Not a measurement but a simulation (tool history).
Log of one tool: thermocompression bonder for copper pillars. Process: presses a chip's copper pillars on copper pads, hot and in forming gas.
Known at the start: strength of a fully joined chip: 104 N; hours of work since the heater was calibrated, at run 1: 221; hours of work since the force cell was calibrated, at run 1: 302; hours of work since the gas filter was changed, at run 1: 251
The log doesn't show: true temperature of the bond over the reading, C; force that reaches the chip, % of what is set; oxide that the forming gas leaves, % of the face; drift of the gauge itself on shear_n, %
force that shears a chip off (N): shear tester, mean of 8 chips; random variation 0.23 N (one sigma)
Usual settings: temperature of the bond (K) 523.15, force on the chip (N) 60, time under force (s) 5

run     day  temperature of the bond (K)  force on the chip (N)  time under force (s)  hours of work since the heater was calibrated  hours of work since the force cell was calibrated  hours of work since the gas filter was changed  force that shears a chip off (N)
  1       0                       523.15                     60                     5                                            221                                                302                                             251                              61.1
  2   1.529                       523.15                     60                     5                                            249                                                330                                             278                              61.8
  3   2.596                       523.15                     60                     8                                            268                                                349                                             298                              70.5
  4     3.4                       523.15                     60                     5                                            282                                                364                                             312                              61.2
  5   4.162                       523.15                     60                     5                                            296                                                377                                             326                              61.4
  6   5.012                       523.15                     60                     5                                            312                                                393                                             341                              61.9
  7   6.392                       523.15                     60                     5                                            336                                                418                                             366                              62.3
      6.546  -- forming gas filter changed
  8   7.725                       523.15                     60                     4                                            360                                                441                                              21                              59.2
  9   8.542                       523.15                     60                    10                                            375                                                456                                              36                              76.7
 10   9.275                       523.15                     60                     5                                            388                                                469                                              49                              63.5
 11  10.346                       523.15                     60                     5                                            407                                                489                                              69                              63.8
 12  11.317                       523.15                     60                     3                                            425                                                506                                              86                              54.5
 13    12.1                       523.15                     60                    13                                            439                                                520                                             100                              81.2
 14  13.275                       523.15                     60                    13                                            460                                                542                                             122                              81.4
 15  14.621                       523.15                     60                    13                                            485                                                566                                             146                              81.7
 16  15.425                       543.15                     60                    13                                            499                                                580                                             160                              92.5
 17  16.404                       543.15                     60                    13                                            517                                                598                                             178                              91.8
 18  17.808                       523.15                     60                     5                                            542                                                623                                             203                              64.3
 19  18.783                       523.15                     60                     5                                            560                                                641                                             221                              64.3
 20  20.267                       523.15                     60                     5                                            586                                                668                                             248                              64.1
 21  20.979                       523.15                     60                     5                                            599                                                681                                             261                              64.1
 22  22.133                       515.15                     60                     3                                            620                                                702                                             281                              49.8
     22.342  -- force cell calibrated
 23  23.554                       515.15                     63                     6                                            645                                                 22                                             306                              62.8
 24  24.254                       494.15                     56                     7                                            657                                                 35                                             319                              45.7
 25  25.658                       523.15                     60                     6                                            683                                                 60                                             344                              66.9
 26  26.288                       523.15                     60                     6                                            694                                                 71                                             355                              67.3
     27.025  -- forming gas filter changed
 27  27.796                       523.15                     60                     6                                            721                                                 98                                              14                              68.9
 28  28.658                       523.15                     60                     6                                            736                                                114                                              29                              68.5
 29  29.421                       523.15                     75                     3                                            750                                                127                                              43                              64.4
       30.3  -- heater calibrated with a thermocouple chip
 30    30.3                       523.15                     75                     3                                              0                                                142                                              58                              59.2
 31  31.558                       505.15                     75                     3                                             23                                                165                                              80                              46.3
 32  32.562                       509.15                     60                     5                                             41                                                183                                              98                              49.6
 33  33.962                       509.15                     60                     5                                             66                                                208                                             124                              49.7
 34  34.892                       509.15                     60                     5                                             83                                                225                                             140                              49.8
 35  35.983                       509.15                     60                     5                                            103                                                244                                             160                              49.9
 36  37.092                       509.15                     60                     5                                            123                                                264                                             180                              50.1
 37  38.542                       546.15                     56                    13                                            149                                                291                                             206                              88.8
 38  39.775                       523.15                     59                     5                                            171                                                313                                             229                              59.6
 39  41.338                       523.15                     59                     5                                            199                                                341                                             257                              60.2
 40  42.575                       500.15                     75                     4                                            222                                                363                                             279                              48.3

4 ways to go on from here, each from the tool as it stands after run 40. What would each give?
  A  43.483                       523.15                     57                     3                                            238                                                380                                             296                                 ?
  B  43.483                       538.15                     75                     4                                            238                                                380                                             296                                 ?
  C  43.483                       523.15                     37                     3                                            238                                                380                                             296                                 ?
  D  43.483                       544.15                     53                    10                                            238                                                380                                             296                                 ?

run  force that shears a chip off (N)
  A                              49.1
  B                              75.6
  C                              35.1
  D                              82.5
Without the tool's hidden state the same runs would have given:
run  force that shears a chip off (N)
  A                              48.3
  B                              75.2
  C                              34.3
  D                              82.4

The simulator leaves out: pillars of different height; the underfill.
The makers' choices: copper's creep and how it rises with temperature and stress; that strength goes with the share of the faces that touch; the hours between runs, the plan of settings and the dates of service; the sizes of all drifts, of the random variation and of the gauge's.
